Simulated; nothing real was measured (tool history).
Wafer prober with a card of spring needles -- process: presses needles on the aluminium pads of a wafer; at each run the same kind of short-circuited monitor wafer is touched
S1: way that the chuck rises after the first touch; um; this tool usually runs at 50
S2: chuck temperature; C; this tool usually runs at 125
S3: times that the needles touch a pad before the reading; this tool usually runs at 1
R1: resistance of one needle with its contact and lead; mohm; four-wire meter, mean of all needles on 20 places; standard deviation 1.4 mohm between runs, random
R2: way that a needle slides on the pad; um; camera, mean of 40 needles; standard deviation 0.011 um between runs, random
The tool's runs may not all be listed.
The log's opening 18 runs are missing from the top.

At hour 139.6: tips cleaned on abrasive film.
Run 19, hour 141.6: usual settings but S3 3. Result: R1 132 mohm, R2 8.59 um.
Run 20, hour 149.9: usual settings but S3 3. Result: R1 145 mohm, R2 8.61 um.
Run 21, hour 156.5: usual settings but S3 3. Result: R1 148 mohm, R2 8.58 um.
Run 22, hour 163.3: usual settings but S2 37 C, S3 3. Result: R1 139 mohm, R2 8.61 um.
Run 23, hour 169.9: usual settings but S2 37 C, S3 3. Result: R1 142 mohm, R2 8.6 um.
At hour 171.4: tips cleaned on abrasive film.
Run 24, hour 179: usual settings but S2 37 C, S3 3. Result: R1 133 mohm, R2 8.58 um.
Run 25, hour 184.9: usual settings but S1 45 um, S2 68 C, S3 3. Result: R1 147 mohm, R2 7.72 um.
Run 26, hour 194.9: usual settings but S1 39 um, S2 31 C. Result: R1 223 mohm, R2 6.68 um.
Run 27, hour 202.7: usual settings but S1 39 um, S2 31 C. Result: R1 228 mohm, R2 6.69 um.
At hour 203.4: tips cleaned on abrasive film.
Run 28, hour 210.8: usual settings but S1 39 um, S2 31 C. Result: R1 177 mohm, R2 6.66 um.
Run 29, hour 221.2: usual settings but S1 34 um, S2 114 C. Result: R1 230 mohm, R2 5.8 um.
Run 30, hour 227.8: usual settings but S1 34 um, S2 114 C. Result: R1 252 mohm, R2 5.79 um.
At hour 235: tips cleaned on abrasive film.
Run 31, hour 237.2: usual settings but S1 34 um, S2 114 C. Result: R1 161 mohm, R2 5.79 um.
Run 32, hour 244.9: usual settings but S1 57 um, S2 26 C. Result: R1 153 mohm, R2 9.73 um.
Run 33, hour 255.5: usual settings but S1 46 um, S2 50 C. Result: R1 190 mohm, R2 7.85 um.
Run 34, hour 262.7: usual settings but S1 46 um, S2 50 C. Result: R1 198 mohm, R2 7.86 um.

Below are 5 alternative next runs, each starting from the tool's condition after run 34. Predict each:
At hour 266.8: tips cleaned on abrasive film.
Run A, hour 273.1: usual settings but S1 46 um, S2 50 C, S3 2. Result: R1 ?, R2 ?.
At hour 266.8: tips cleaned on abrasive film.
Run B, hour 273.1: usual settings but S1 46 um, S2 115 C, S3 2. Result: R1 ?, R2 ?.
At hour 266.8: tips cleaned on abrasive film.
Run C, hour 273.1: usual settings but S1 38 um, S2 50 C. Result: R1 ?, R2 ?.
At hour 266.8: tips cleaned on abrasive film.
Run D, hour 273.1: usual settings but S1 65 um, S2 53 C. Result: R1 ?, R2 ?.
At hour 266.8: tips cleaned on abrasive film.
Run E, hour 273.1: usual settings but S1 35 um, S2 124 C. Result: R1 ?, R2 ?.

run   R1     R2
  A  145   7.84
  B  150   7.84
  C  178   6.44
  D  140  11.13
  E  188   5.95
Without the tool's unlogged condition, the same runs would have read:
run   R1     R2
  A  122   7.94
  B  129   7.94
  C  123   6.54
  D  119  11.23
  E  131   6.05
